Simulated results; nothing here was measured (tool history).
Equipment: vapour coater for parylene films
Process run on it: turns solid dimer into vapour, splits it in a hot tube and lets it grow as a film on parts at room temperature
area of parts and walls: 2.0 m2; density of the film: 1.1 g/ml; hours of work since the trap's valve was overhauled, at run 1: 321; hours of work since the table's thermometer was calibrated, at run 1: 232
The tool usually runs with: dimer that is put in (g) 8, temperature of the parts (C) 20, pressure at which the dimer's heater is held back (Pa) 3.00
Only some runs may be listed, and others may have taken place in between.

run    hour  dimer that is put in (g)  temperature of the parts (C)  pressure at which the dimer's heater is held back (Pa)  hours of work since the trap's valve was overhauled  hours of work since the table's thermometer was calibrated  thickness of the film (nm)
  1     0.0                         8                            20                                                    3.00                                                  321                                                         232                        2040
       50.5  -- trap's valve overhauled
  2    50.5                         8                            20                                                    3.00                                                    0                                                         267                        2150
  3   116.8                         8                            20                                                    3.00                                                   50                                                         317                        2120
  4   200.2                         8                            20                                                    3.00                                                  112                                                         379                        2100
  5   288.3                         6                            20                                                    3.00                                                  178                                                         445                        1590
  6   362.4                         6                            29                                                    3.00                                                  234                                                         501                        1160
  7   447.2                         6                            29                                                    3.00                                                  298                                                         565                        1110
  8   508.1                         8                            20                                                    3.00                                                  343                                                         610                        2030
      530.6  -- trap's valve overhauled
  9   589.4                         8                            20                                                    3.00                                                   44                                                         668                        2070
 10   659.8                         8                            20                                                    3.00                                                   97                                                         721                        2090
 11   727.4                         8                            20                                                   10.10                                                  148                                                         772                        1830
      786.6  -- table's thermometer calibrated
 12   801.3                         8                            20                                                   10.10                                                  202                                                          11                        1850
 13   875.6                         8                            20                                                    3.00                                                  258                                                          67                        2070
 14   911.5                         8                            20                                                    3.00                                                  285                                                          94                        2100
 15   967.0                         8                            20                                                    3.00                                                  327                                                         135                        2090
     1010.6  -- trap's valve overhauled
 16  1014.8                         8                            20                                                    3.00                                                    3                                                         168                        2170
 17  1059.2                         8                            20                                                    3.00                                                   36                                                         202                        2160
 18  1135.4                         8                            20                                                    3.00                                                   94                                                         259                        2140
 19  1179.6                         4                            20                                                    3.00                                                  127                                                         292                        1060
 20  1224.0                         8                            20                                                    6.74                                                  160                                                         325                        1930
 21  1311.5                         8                            20                                                    6.74                                                  226                                                         391                        1940
 22  1381.8                         8                            20                                                    3.71                                                  279                                                         444                        2010
 23  1421.0                         8                            20                                                    3.71                                                  308                                                         473                        1980
     1492.3  -- trap's valve overhauled
 24  1509.7                         8                            20                                                    3.71                                                   13                                                         537                        2070
 25  1594.2                        13                            20                                                    2.27                                                   76                                                         600                        3570
 26  1650.6                        13                            20                                                    2.27                                                  119                                                         642                        3560
 27  1705.9                         8                            29                                                    3.00                                                  160                                                         684                        1550
 28  1768.9                         8                            29                                                    3.00                                                  208                                                         731                        1530
 29  1838.7                        13                            20                                                    2.38                                                  260                                                         784                        3360
     1884.4  -- table's thermometer calibrated
 30  1913.3                         8                            20                                                   11.30                                                  315                                                          22                        1830
 31  1963.3                         8                            14                                                    2.17                                                  353                                                          59                        2620
     1970.9  -- trap's valve overhauled
 32  2041.1                         8                            14                                                    2.17                                                   53                                                         115                        2700
 33  2117.2                         8                            14                                                    2.17                                                  110                                                         172                        2710
 34  2160.7                         3                            28                                                    5.46                                                  142                                                         204                         580
 35  2199.4                         3                            28                                                    6.21                                                  171                                                         233                         550
 36  2242.9                         5                            20                                                    3.21                                                  204                                                         266                        1260
 37  2319.4                         8                            20                                                    5.97                                                  262                                                         323                        1870
 38  2367.2                         6                            20                                                    2.12                                                  297                                                         359                        1540
     2449.1  -- trap's valve overhauled
 39  2449.4                         4                            22                                                    3.00                                                    0                                                         418                        1010
 40  2490.8                         8                            13                                                    3.86                                                   31                                                         449                        2610
 41  2570.0                         4                            13                                                    9.49                                                   91                                                         508                        1210

Hidden condition of the tool, last listed run before each entry between runs versus first listed run after:
Logged between run 1 and run 2: trap's valve overhauled (hour 50.5)
  vapour lost through the trap's worn valve, %: 5.4 -> 0.2; true temperature of the parts over the reading, C: 0.35 -> 0.4
  measured value less the no-hidden-state value, thickness of the film (nm): -150 -> -30
Logged between run 8 and run 9: trap's valve overhauled (hour 530.6)
  vapour lost through the trap's worn valve, %: 5.2 -> 1.1; true temperature of the parts over the reading, C: 0.85 -> 0.92
  measured value less the no-hidden-state value, thickness of the film (nm): -170 -> -90
Logged between run 11 and run 12: table's thermometer calibrated (hour 786.6)
  vapour lost through the trap's worn valve, %: 2.6 -> 3.3; true temperature of the parts over the reading, C: 1.05 -> 0.01
  measured value less the no-hidden-state value, thickness of the film (nm): -120 -> -60
Logged between run 15 and run 16: trap's valve overhauled (hour 1010.6)
  vapour lost through the trap's worn valve, %: 5.2 -> 0.5; true temperature of the parts over the reading, C: 0.17 -> 0.21
  measured value less the no-hidden-state value, thickness of the film (nm): -120 -> -20
Logged between run 23 and run 24: trap's valve overhauled (hour 1492.3)
  vapour lost through the trap's worn valve, %: 5.2 -> 0.2; true temperature of the parts over the reading, C: 0.61 -> 0.7
  measured value less the no-hidden-state value, thickness of the film (nm): -160 -> -60
Logged between run 29 and run 30: table's thermometer calibrated (hour 1884.4)
  vapour lost through the trap's worn valve, %: 4.1 -> 4.8; true temperature of the parts over the reading, C: 1.03 -> 0.09
  measured value less the no-hidden-state value, thickness of the film (nm): -270 -> -100
Logged between run 31 and run 32: trap's valve overhauled (hour 1970.9)
  vapour lost through the trap's worn valve, %: 5.4 -> 1.5; true temperature of the parts over the reading, C: 0.14 -> 0.21
  measured value less the no-hidden-state value, thickness of the film (nm): -160 -> -60
Logged between run 38 and run 39: trap's valve overhauled (hour 2449.1)
  vapour lost through the trap's worn valve, %: 5 -> 0.3; true temperature of the parts over the reading, C: 0.54 -> 0.62
  measured value less the no-hidden-state value, thickness of the film (nm): -120 -> -30
